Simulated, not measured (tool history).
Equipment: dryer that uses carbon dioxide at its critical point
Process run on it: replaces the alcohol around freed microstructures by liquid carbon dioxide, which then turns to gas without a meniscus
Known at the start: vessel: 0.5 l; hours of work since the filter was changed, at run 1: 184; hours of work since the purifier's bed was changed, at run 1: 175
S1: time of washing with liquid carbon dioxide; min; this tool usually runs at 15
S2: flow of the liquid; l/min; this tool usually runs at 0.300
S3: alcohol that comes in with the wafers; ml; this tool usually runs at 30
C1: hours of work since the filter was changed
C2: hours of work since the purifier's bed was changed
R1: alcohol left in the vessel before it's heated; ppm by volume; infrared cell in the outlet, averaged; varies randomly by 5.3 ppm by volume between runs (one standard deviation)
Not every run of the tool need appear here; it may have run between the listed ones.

run,day,S1,S2,S3,C1,C2,R1
1,0.000,15,0.300,30,184,175,263
2,0.425,15,0.300,30,190,182,268
3,0.638,15,0.300,30,193,185,267
4,0.850,15,0.300,30,197,188,264
5,1.258,15,0.300,30,203,194,270
6,1.567,15,0.300,30,207,199,271
7,2.038,15,0.300,30,215,206,278
8,2.392,15,0.300,30,220,212,292
9,2.608,15,0.300,30,223,215,303
10,2.862,15,0.300,30,227,219,297
11,3.246,13,0.300,30,233,225,547
12,3.488,13,0.300,30,237,228,557
13,3.867,13,0.300,37,243,234,680
14,4.375,13,0.300,37,250,242,709
15,4.883,15,0.300,30,258,250,322
16,5.108,15,0.315,30,261,253,261
17,5.350,15,0.315,30,265,257,286
18,5.679,15,0.300,86,270,262,802
19,5.921,17,0.306,54,274,265,281
20,6.246,17,0.410,30,279,270,96
21,6.542,15,0.385,30,283,275,133
22,6.929,15,0.385,30,289,281,154
23,7.304,15,0.385,30,295,287,145
24,7.671,15,0.385,30,301,292,159
25,7.942,15,0.339,30,305,296,236
26,8.304,15,0.339,30,310,302,227
27,8.646,10,0.300,29,315,307,1761
28,9.062,9,0.432,29,322,313,717
29,9.404,9,0.432,29,327,319,743
30,9.704,21,0.352,78,332,323,119
# day 9.783: inlet filter changed
31,9.996,14,0.266,84,3,327,1000
32,10.496,14,0.266,84,11,335,990
33,10.788,14,0.266,77,15,339,934

Forecast each of these 3 alternatives for the next run:
A,11.212,11,0.424,56,22,346,?
B,11.212,13,0.327,23,22,346,?
C,11.212,15,0.305,41,22,346,?

run,R1
A,287
B,226
C,249
Had the tool no hidden state, the same runs would have come out as:
run,R1
A,180
B,122
C,145
